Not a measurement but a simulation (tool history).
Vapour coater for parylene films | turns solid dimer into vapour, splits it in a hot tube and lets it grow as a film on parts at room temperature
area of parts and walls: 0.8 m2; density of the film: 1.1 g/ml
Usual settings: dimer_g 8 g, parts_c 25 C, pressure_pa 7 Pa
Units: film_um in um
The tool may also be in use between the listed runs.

| run | hour | dimer_g | parts_c | pressure_pa | film_um |
|---|---|---|---|---|---|
| 1 | 0 | 8 | 25 | 7 | 6.32 |
| 2 | 26 | 8 | 25 | 7 | 6.27 |
| 3 | 60.1 | 8 | 17 | 7 | 7.31 |
| 4 | 100.6 | 8 | 17 | 7 | 7.28 |
|  | 123.2 | table's thermometer calibrated |
| 5 | 127 | 13 | 17 | 7 | 11.79 |
| 6 | 158.9 | 13 | 17 | 7 | 11.74 |
| 7 | 209.1 | 13 | 17 | 7 | 11.65 |
| 8 | 261.4 | 13 | 17 | 7 | 11.73 |
| 9 | 309.6 | 13 | 17 | 7 | 11.79 |
| 10 | 346.7 | 13 | 17 | 7 | 11.71 |
| 11 | 387.2 | 13 | 17 | 2.03 | 13.11 |
| 12 | 419.1 | 13 | 17 | 2.03 | 13.18 |
| 13 | 456.2 | 8 | 17 | 7 | 7.24 |
|  | 468 | trap's valve overhauled |
| 14 | 483.1 | 5 | 25 | 7 | 3.91 |
| 15 | 532.4 | 5 | 25 | 7 | 4 |
| 16 | 576.8 | 5 | 25 | 7 | 3.93 |
| 17 | 624.9 | 5 | 25 | 2.39 | 4.37 |
| 18 | 650.8 | 5 | 25 | 2.39 | 4.38 |
| 19 | 677.8 | 5 | 25 | 2.39 | 4.29 |
| 20 | 718.1 | 5 | 25 | 2.39 | 4.33 |
| 21 | 762.1 | 12 | 25 | 7 | 9.32 |
| 22 | 811.2 | 12 | 25 | 7 | 9.36 |
| 23 | 838.4 | 12 | 25 | 7 | 9.42 |
| 24 | 867 | 12 | 25 | 7 | 9.36 |
| 25 | 911.6 | 5 | 25 | 3.83 | 4.13 |
|  | 938.7 | trap's valve overhauled |
| 26 | 959.1 | 5 | 25 | 3.83 | 4.12 |
| 27 | 1007.2 | 7 | 25 | 4.76 | 5.76 |
| 28 | 1040.9 | 8 | 18 | 2.41 | 7.81 |
| 29 | 1070.3 | 6 | 31 | 2.41 | 4.66 |
| 30 | 1092.9 | 11 | 18 | 3.27 | 10.49 |
| 31 | 1126.9 | 5 | 21 | 2.83 | 4.53 |
| 32 | 1156 | 5 | 21 | 2.83 | 4.59 |
|  | 1171.5 | table's thermometer calibrated |
| 33 | 1206.1 | 10 | 36 | 2.87 | 7 |
| 34 | 1249.8 | 10 | 19 | 2.85 | 9.51 |
| 35 | 1275.9 | 10 | 19 | 2.85 | 9.41 |
| 36 | 1308.5 | 10 | 19 | 2.85 | 9.39 |
| 37 | 1352 | 10 | 19 | 2.85 | 9.51 |
| 38 | 1397.6 | 7 | 19 | 8.71 | 5.89 |
|  | 1409 | trap's valve overhauled |
| 39 | 1423.3 | 7 | 27 | 8.71 | 5.2 |
| 40 | 1474 | 5 | 32 | 7 | 3.45 |
| 41 | 1515.7 | 10 | 22 | 2.72 | 8.99 |
| 42 | 1549 | 11 | 19 | 2.2 | 10.71 |
| 43 | 1589.4 | 11 | 19 | 2.2 | 10.7 |
| 44 | 1640.5 | 11 | 26 | 2.89 | 9.27 |
| 45 | 1681.1 | 11 | 30 | 7.03 | 7.93 |
| 46 | 1720.3 | 11 | 30 | 7.03 | 7.87 |

Some steps in film_um between neighbouring runs. How much of each would the tool show without its hidden state too (settings, what came in, random variation), and how much is left for the hidden state, with any gauge scatter that isn't in both results?
The hidden state here: vapour lost through the trap's worn valve, %; true temperature of the parts over the reading, C; drift of the gauge itself on film_um, %.
Run 12 -> 13: dimer_g 13 -> 8, pressure_pa 2.03 -> 7. film_um -5.94 um: hidden state +0.03, all else -5.97.
Run 13 -> 14: dimer_g 8 -> 5, parts_c 17 -> 25, trap's valve overhauled. film_um -3.33 um: hidden state +0.02, all else -3.35.
Run 25 -> 26: trap's valve overhauled. film_um -0.01 um: hidden state +0.02, all else -0.03.
Run 29 -> 30: dimer_g 6 -> 11, parts_c 31 -> 18, pressure_pa 2.41 -> 3.27. film_um +5.83 um: hidden state +0.01, all else +5.82.
Run 30 -> 31: dimer_g 11 -> 5, parts_c 18 -> 21, pressure_pa 3.27 -> 2.83. film_um -5.96 um: hidden state -0.01, all else -5.95.
